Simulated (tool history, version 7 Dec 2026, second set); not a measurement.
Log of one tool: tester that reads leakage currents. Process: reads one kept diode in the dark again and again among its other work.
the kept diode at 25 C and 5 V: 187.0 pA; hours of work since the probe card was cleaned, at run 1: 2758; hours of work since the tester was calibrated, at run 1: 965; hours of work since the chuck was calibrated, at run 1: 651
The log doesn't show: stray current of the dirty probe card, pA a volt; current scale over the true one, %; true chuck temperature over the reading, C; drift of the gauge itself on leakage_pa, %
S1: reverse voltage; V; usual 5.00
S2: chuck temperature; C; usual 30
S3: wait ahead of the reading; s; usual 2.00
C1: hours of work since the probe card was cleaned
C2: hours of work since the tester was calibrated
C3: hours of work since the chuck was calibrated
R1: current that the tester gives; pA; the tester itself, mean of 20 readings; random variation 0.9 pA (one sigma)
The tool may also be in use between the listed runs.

run 1 hour=0.0 | S1=5.00 S2=30 S3=2.00 | C1=2758 C2=965 C3=651 | R1=306.17
-- hour=80.1 probe card cleaned and baked
run 2 hour=214.3 | S1=5.00 S2=30 S3=2.00 | C1=103 C2=1128 C3=814 | R1=311.90
run 3 hour=377.3 | S1=1.07 S2=30 S3=2.00 | C1=229 C2=1254 C3=939 | R1=161.07
run 4 hour=546.5 | S1=1.07 S2=30 S3=2.00 | C1=359 C2=1384 C3=1069 | R1=161.35
run 5 hour=767.0 | S1=1.07 S2=30 S3=2.00 | C1=529 C2=1554 C3=1239 | R1=161.48
run 6 hour=1003.7 | S1=6.34 S2=30 S3=2.00 | C1=711 C2=1736 C3=1421 | R1=350.90
run 7 hour=1215.1 | S1=5.00 S2=30 S3=0.54 | C1=874 C2=1899 C3=1584 | R1=319.77
run 8 hour=1441.1 | S1=5.00 S2=30 S3=0.69 | C1=1048 C2=2073 C3=1758 | R1=318.99
-- hour=1478.9 probe card cleaned and baked, once more
run 9 hour=1604.4 | S1=5.00 S2=30 S3=2.00 | C1=97 C2=2196 C3=1882 | R1=304.79
run 10 hour=1742.6 | S1=5.00 S2=30 S3=2.00 | C1=203 C2=2302 C3=1988 | R1=305.94
run 11 hour=1855.5 | S1=5.00 S2=30 S3=2.00 | C1=290 C2=2389 C3=2075 | R1=307.57
run 12 hour=2063.5 | S1=9.97 S2=30 S3=2.00 | C1=450 C2=2549 C3=2235 | R1=411.61
run 13 hour=2293.6 | S1=9.97 S2=30 S3=2.00 | C1=627 C2=2727 C3=2412 | R1=414.88
-- hour=2375.1 chuck's temperature calibrated
run 14 hour=2500.7 | S1=9.97 S2=30 S3=2.00 | C1=785 C2=2884 C3=97 | R1=400.85
run 15 hour=2726.1 | S1=9.97 S2=30 S3=2.00 | C1=959 C2=3058 C3=270 | R1=400.21
run 16 hour=2956.0 | S1=9.97 S2=30 S3=2.00 | C1=1136 C2=3235 C3=447 | R1=402.30
run 17 hour=3189.8 | S1=9.97 S2=30 S3=2.00 | C1=1316 C2=3415 C3=627 | R1=404.75
run 18 hour=3301.6 | S1=9.97 S2=30 S3=2.00 | C1=1402 C2=3501 C3=713 | R1=407.33
run 19 hour=3506.7 | S1=5.00 S2=42 S3=4.31 | C1=1560 C2=3659 C3=871 | R1=872.51
run 20 hour=3743.0 | S1=1.02 S2=30 S3=9.75 | C1=1742 C2=3841 C3=1053 | R1=157.21
run 21 hour=3940.4 | S1=1.18 S2=30 S3=1.79 | C1=1894 C2=3993 C3=1205 | R1=167.76
run 22 hour=4167.3 | S1=13.36 S2=30 S3=2.00 | C1=2068 C2=4168 C3=1380 | R1=472.67
run 23 hour=4403.7 | S1=13.36 S2=30 S3=2.00 | C1=2250 C2=4350 C3=1562 | R1=475.94
run 24 hour=4588.7 | S1=13.36 S2=30 S3=2.00 | C1=2393 C2=4492 C3=1704 | R1=475.77
-- hour=4713.3 tester calibrated
run 25 hour=4811.1 | S1=3.52 S2=30 S3=0.39 | C1=2562 C2=75 C3=1874 | R1=277.13
run 26 hour=4948.0 | S1=3.21 S2=25 S3=0.61 | C1=2668 C2=181 C3=1979 | R1=169.96
run 27 hour=5102.4 | S1=4.02 S2=24 S3=2.00 | C1=2787 C2=300 C3=2098 | R1=171.74
-- hour=5153.9 probe card cleaned and baked
run 28 hour=5237.8 | S1=2.74 S2=56 S3=2.00 | C1=65 C2=402 C3=2200 | R1=2170.43
run 29 hour=5389.6 | S1=1.20 S2=24 S3=2.00 | C1=181 C2=518 C3=2317 | R1=100.27
run 30 hour=5542.7 | S1=2.66 S2=23 S3=1.12 | C1=299 C2=636 C3=2435 | R1=127.93
-- hour=5583.6 chuck's temperature calibrated
run 31 hour=5769.2 | S1=2.66 S2=22 S3=1.12 | C1=472 C2=809 C3=143 | R1=109.54
run 32 hour=5986.8 | S1=14.62 S2=49 S3=1.12 | C1=640 C2=977 C3=310 | R1=2393.53
run 33 hour=6169.5 | S1=5.00 S2=43 S3=6.37 | C1=780 C2=1117 C3=451 | R1=942.00

Measured less the same run without the tool's hidden state. The same run-to-run variation is in both; the gauge's scatter may not be:
run=1 R1=+7.01
run=2 R1=+12.84
run=3 R1=+3.34
run=4 R1=+3.82
run=5 R1=+4.45
run=6 R1=+22.17
run=7 R1=+19.45
run=8 R1=+20.70
run=9 R1=+6.95
run=10 R1=+7.79
run=11 R1=+8.58
run=12 R1=+14.08
run=13 R1=+16.25
run=14 R1=+2.11
run=15 R1=+4.25
run=16 R1=+6.52
run=17 R1=+8.85
run=18 R1=+9.95
run=19 R1=+10.69
run=20 R1=+2.90
run=21 R1=+3.77
run=22 R1=+23.27
run=23 R1=+26.02
run=24 R1=+28.22
run=25 R1=+17.83
run=26 R1=+13.11
run=27 R1=+15.07
run=28 R1=+99.68
run=29 R1=+5.97
run=30 R1=+8.19
run=31 R1=+0.53
run=32 R1=+7.18
run=33 R1=+5.34
